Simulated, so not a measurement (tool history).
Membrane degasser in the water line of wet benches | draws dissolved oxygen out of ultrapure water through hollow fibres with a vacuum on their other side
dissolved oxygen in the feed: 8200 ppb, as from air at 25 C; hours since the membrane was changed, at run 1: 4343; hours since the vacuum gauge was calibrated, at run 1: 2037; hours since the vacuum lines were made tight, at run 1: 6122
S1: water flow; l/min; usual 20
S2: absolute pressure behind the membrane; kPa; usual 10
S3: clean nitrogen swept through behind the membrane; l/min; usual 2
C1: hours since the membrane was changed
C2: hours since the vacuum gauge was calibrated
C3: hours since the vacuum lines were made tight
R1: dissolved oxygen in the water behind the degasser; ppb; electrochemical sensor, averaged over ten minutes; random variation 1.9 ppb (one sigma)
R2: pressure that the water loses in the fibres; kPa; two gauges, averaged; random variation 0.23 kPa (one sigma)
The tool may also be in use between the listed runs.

run	day	S1	S2	S3	C1	C2	C3	R1	R2
1	0	20	10	2	4343	2037	6122	244	57.56
2	4.062	20	10	2	4441	2135	6220	244	57.38
3	8.608	20	10	2	4550	2244	6329	243	57.25
4	12.625	20	10	1.96	4646	2340	6425	248.8	57.69
5	16.521	20	10	1.96	4740	2434	6519	248	57.68
6	21.108	20	10	1.96	4850	2544	6629	247.8	57.7
7	23.525	20	10	0.89	4908	2602	6687	409.2	57.38
8	26.838	20	10	0.89	4987	2681	6766	407.6	57.69
9	28.888	20	10	2	5037	2731	6816	245.7	57.39
10	32.058	20	10	2	5113	2807	6892	245	57.68
11	33.938	20	10	2	5158	2852	6937	243.3	56.98
12	38.154	20	10	2.64	5259	2953	7038	213.8	57.23
13	42.779	32	10	2.57	5370	3064	7149	429.9	92.62
14	44.779	25	10	2	5418	3112	7197	341.6	71.88
15	49.279	21	20.6	1.97	5526	3220	7305	517.8	60.31
16	53.675	21	20.6	2.19	5631	3326	7411	473.6	60.21
17	57.854	22	7.1	3	5732	3426	7511	176.9	63.52
# day 60.146: vacuum gauge calibrated
18	60.8	22	7.1	3	5802	16	7581	179.8	63.38
19	64.571	22	24	3	5892	106	7671	457.1	63.43
20	67.867	23	12.8	3.66	5972	185	7751	266.5	66.27
21	71.192	23	12.8	3.66	6051	265	7830	266.4	66.62
22	73.983	23	12.8	3.66	6118	332	7897	268.4	66.39
23	77.742	23	12.8	3.66	6208	422	7988	267.4	66.39

Forecast each of these 4 alternatives for the next run:
A	80.521	13	14	1.32	6275	489	8054	?	?
B	80.521	20	10	1.19	6275	489	8054	?	?
C	80.521	14	12.8	3.66	6275	489	8054	?	?
D	80.521	24	6.2	2.49	6275	489	8054	?	?

run	R1	R2
A	274.6	37.27
B	336.9	57.45
C	124.5	40.37
D	205.4	69.06
Without the tool's hidden state the same runs would have given:
run	R1	R2
A	266	36.59
B	327.6	56.4
C	118.8	39.63
D	194.9	67.79

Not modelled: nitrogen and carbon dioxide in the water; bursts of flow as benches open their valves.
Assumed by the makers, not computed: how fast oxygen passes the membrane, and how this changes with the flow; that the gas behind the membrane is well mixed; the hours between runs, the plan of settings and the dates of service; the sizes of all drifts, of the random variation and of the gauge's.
